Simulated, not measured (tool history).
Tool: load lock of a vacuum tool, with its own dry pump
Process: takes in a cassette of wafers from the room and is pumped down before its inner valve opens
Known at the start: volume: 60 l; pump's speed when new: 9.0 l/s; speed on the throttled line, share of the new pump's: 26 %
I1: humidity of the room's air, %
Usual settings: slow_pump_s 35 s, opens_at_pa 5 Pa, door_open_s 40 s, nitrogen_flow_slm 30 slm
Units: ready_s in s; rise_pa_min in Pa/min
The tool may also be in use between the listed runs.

run 1 hour=0 | slow_pump_s=35 opens_at_pa=5 door_open_s=40 nitrogen_flow_slm=30 | I1=46.4 | ready_s=97.2 rise_pa_min=0.03
run 2 hour=182.3 | slow_pump_s=35 opens_at_pa=5 door_open_s=40 nitrogen_flow_slm=30 | I1=45.3 | ready_s=97.4 rise_pa_min=0.034
run 3 hour=316.7 | slow_pump_s=35 opens_at_pa=5 door_open_s=40 nitrogen_flow_slm=30 | I1=45 | ready_s=96.8 rise_pa_min=0.034
run 4 hour=430.6 | slow_pump_s=35 opens_at_pa=5 door_open_s=40 nitrogen_flow_slm=30 | I1=44.2 | ready_s=96.3 rise_pa_min=0.033
run 5 hour=573.5 | slow_pump_s=35 opens_at_pa=5 door_open_s=40 nitrogen_flow_slm=30 | I1=44.4 | ready_s=96.2 rise_pa_min=0.037
run 6 hour=794.8 | slow_pump_s=35 opens_at_pa=5 door_open_s=40 nitrogen_flow_slm=30 | I1=44.1 | ready_s=97.4 rise_pa_min=0.032
run 7 hour=975.5 | slow_pump_s=35 opens_at_pa=5 door_open_s=40 nitrogen_flow_slm=30 | I1=43.2 | ready_s=98 rise_pa_min=0.034
run 8 hour=1157.5 | slow_pump_s=35 opens_at_pa=5 door_open_s=40 nitrogen_flow_slm=30 | I1=47.7 | ready_s=98.4 rise_pa_min=0.037
run 9 hour=1329.8 | slow_pump_s=35 opens_at_pa=5 door_open_s=40 nitrogen_flow_slm=30 | I1=46.7 | ready_s=98.4 rise_pa_min=0.041
run 10 hour=1492 | slow_pump_s=35 opens_at_pa=5 door_open_s=40 nitrogen_flow_slm=30 | I1=46.5 | ready_s=97.2 rise_pa_min=0.04
run 11 hour=1610.1 | slow_pump_s=35 opens_at_pa=5 door_open_s=40 nitrogen_flow_slm=30 | I1=46 | ready_s=98.8 rise_pa_min=0.038
run 12 hour=1796.3 | slow_pump_s=35 opens_at_pa=5 door_open_s=40 nitrogen_flow_slm=32 | I1=46.7 | ready_s=98.4 rise_pa_min=0.034
run 13 hour=1989.4 | slow_pump_s=50 opens_at_pa=5 door_open_s=40 nitrogen_flow_slm=32 | I1=46.7 | ready_s=109.4 rise_pa_min=0.036
run 14 hour=2207 | slow_pump_s=50 opens_at_pa=5 door_open_s=40 nitrogen_flow_slm=32 | I1=47.7 | ready_s=109.1 rise_pa_min=0.04
run 15 hour=2414.4 | slow_pump_s=35 opens_at_pa=5 door_open_s=40 nitrogen_flow_slm=30 | I1=46 | ready_s=97.5 rise_pa_min=0.036
run 16 hour=2522.2 | slow_pump_s=35 opens_at_pa=5 door_open_s=40 nitrogen_flow_slm=30 | I1=44.8 | ready_s=98.3 rise_pa_min=0.041
run 17 hour=2726.7 | slow_pump_s=35 opens_at_pa=5 door_open_s=40 nitrogen_flow_slm=30 | I1=42.5 | ready_s=99.4 rise_pa_min=0.036
run 18 hour=2865.9 | slow_pump_s=35 opens_at_pa=5 door_open_s=40 nitrogen_flow_slm=30 | I1=42.5 | ready_s=97.5 rise_pa_min=0.035
run 19 hour=3015.4 | slow_pump_s=35 opens_at_pa=5 door_open_s=40 nitrogen_flow_slm=30 | I1=45 | ready_s=98.5 rise_pa_min=0.037
run 20 hour=3162 | slow_pump_s=35 opens_at_pa=5 door_open_s=40 nitrogen_flow_slm=30 | I1=49.5 | ready_s=98.9 rise_pa_min=0.039
run 21 hour=3333.6 | slow_pump_s=20 opens_at_pa=5 door_open_s=40 nitrogen_flow_slm=30 | I1=45.6 | ready_s=88.4 rise_pa_min=0.041
run 22 hour=3466.8 | slow_pump_s=20 opens_at_pa=5 door_open_s=40 nitrogen_flow_slm=30 | I1=43 | ready_s=88.9 rise_pa_min=0.033
run 23 hour=3578.5 | slow_pump_s=35 opens_at_pa=5 door_open_s=57 nitrogen_flow_slm=31 | I1=45.2 | ready_s=100 rise_pa_min=0.045

The next listed run, before its measurement:
run 24 hour=3753.8 | slow_pump_s=25 opens_at_pa=9 door_open_s=35 nitrogen_flow_slm=25 | I1=45.8 | ready_s=? rise_pa_min=?

{"run 24": {"ready_s": 87.9, "rise_pa_min": 0.036}}
Without the tool's hidden state the same run would have given ready_s 80.8 s, rise_pa_min 0.027 Pa/min.

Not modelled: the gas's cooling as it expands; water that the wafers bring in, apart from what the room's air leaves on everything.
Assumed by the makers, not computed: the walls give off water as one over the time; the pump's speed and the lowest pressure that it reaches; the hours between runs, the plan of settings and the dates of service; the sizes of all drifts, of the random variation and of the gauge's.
